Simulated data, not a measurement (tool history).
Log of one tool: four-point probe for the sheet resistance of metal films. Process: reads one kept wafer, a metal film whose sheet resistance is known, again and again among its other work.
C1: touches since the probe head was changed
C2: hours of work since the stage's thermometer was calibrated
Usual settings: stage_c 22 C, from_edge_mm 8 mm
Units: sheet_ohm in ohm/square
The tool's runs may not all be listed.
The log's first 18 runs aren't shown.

run 19 day=30.367 | stage_c=22 from_edge_mm=8 | C1=50375 C2=196 | sheet_ohm=1.429764
run 20 day=32.354 | stage_c=20 from_edge_mm=14 | C1=51647 C2=226 | sheet_ohm=1.427599
run 21 day=34.400 | stage_c=35 from_edge_mm=10 | C1=52957 C2=258 | sheet_ohm=1.426465
run 22 day=35.733 | stage_c=23 from_edge_mm=6 | C1=53812 C2=278 | sheet_ohm=1.433732
run 23 day=37.138 | stage_c=20 from_edge_mm=23 | C1=54712 C2=300 | sheet_ohm=1.426131
run 24 day=38.554 | stage_c=22 from_edge_mm=15 | C1=55619 C2=321 | sheet_ohm=1.426876
run 25 day=40.550 | stage_c=29 from_edge_mm=8 | C1=56897 C2=352 | sheet_ohm=1.429751
run 26 day=42.454 | stage_c=29 from_edge_mm=8 | C1=58115 C2=381 | sheet_ohm=1.429412
run 27 day=44.433 | stage_c=29 from_edge_mm=8 | C1=59380 C2=411 | sheet_ohm=1.429877
run 28 day=45.938 | stage_c=24 from_edge_mm=18 | C1=60344 C2=434 | sheet_ohm=1.426747
run 29 day=46.942 | stage_c=20 from_edge_mm=8 | C1=60987 C2=450 | sheet_ohm=1.430795
run 30 day=49.067 | stage_c=29 from_edge_mm=23 | C1=62348 C2=482 | sheet_ohm=1.425220
run 31 day=50.683 | stage_c=29 from_edge_mm=23 | C1=63382 C2=507 | sheet_ohm=1.425362
run 32 day=52.288 | stage_c=28 from_edge_mm=19 | C1=64411 C2=531 | sheet_ohm=1.425759
run 33 day=54.029 | stage_c=28 from_edge_mm=19 | C1=65523 C2=558 | sheet_ohm=1.425685
run 34 day=55.188 | stage_c=22 from_edge_mm=16 | C1=66266 C2=576 | sheet_ohm=1.427178
run 35 day=57.258 | stage_c=26 from_edge_mm=7 | C1=67592 C2=607 | sheet_ohm=1.431879
run 36 day=58.221 | stage_c=26 from_edge_mm=68 | C1=68208 C2=622 | sheet_ohm=1.425736
run 37 day=59.512 | stage_c=24 from_edge_mm=8 | C1=69034 C2=642 | sheet_ohm=1.431074
run 38 day=60.483 | stage_c=30 from_edge_mm=10 | C1=69657 C2=657 | sheet_ohm=1.428125

Forecast each of these 4 alternatives for the next run:
run A day=61.858 | stage_c=29 from_edge_mm=9 | C1=70536 C2=678 | sheet_ohm=?
run B day=61.858 | stage_c=23 from_edge_mm=10 | C1=70536 C2=678 | sheet_ohm=?
run C day=61.858 | stage_c=30 from_edge_mm=10 | C1=70536 C2=678 | sheet_ohm=?
run D day=61.858 | stage_c=28 from_edge_mm=10 | C1=70536 C2=678 | sheet_ohm=?

run=A sheet_ohm=1.429454
run=B sheet_ohm=1.429397
run=C sheet_ohm=1.427865
run=D sheet_ohm=1.428327
Without the tool's hidden state the same runs would have given:
run=A sheet_ohm=1.424024
run=B sheet_ohm=1.423954
run=C sheet_ohm=1.422444
run=D sheet_ohm=1.422899
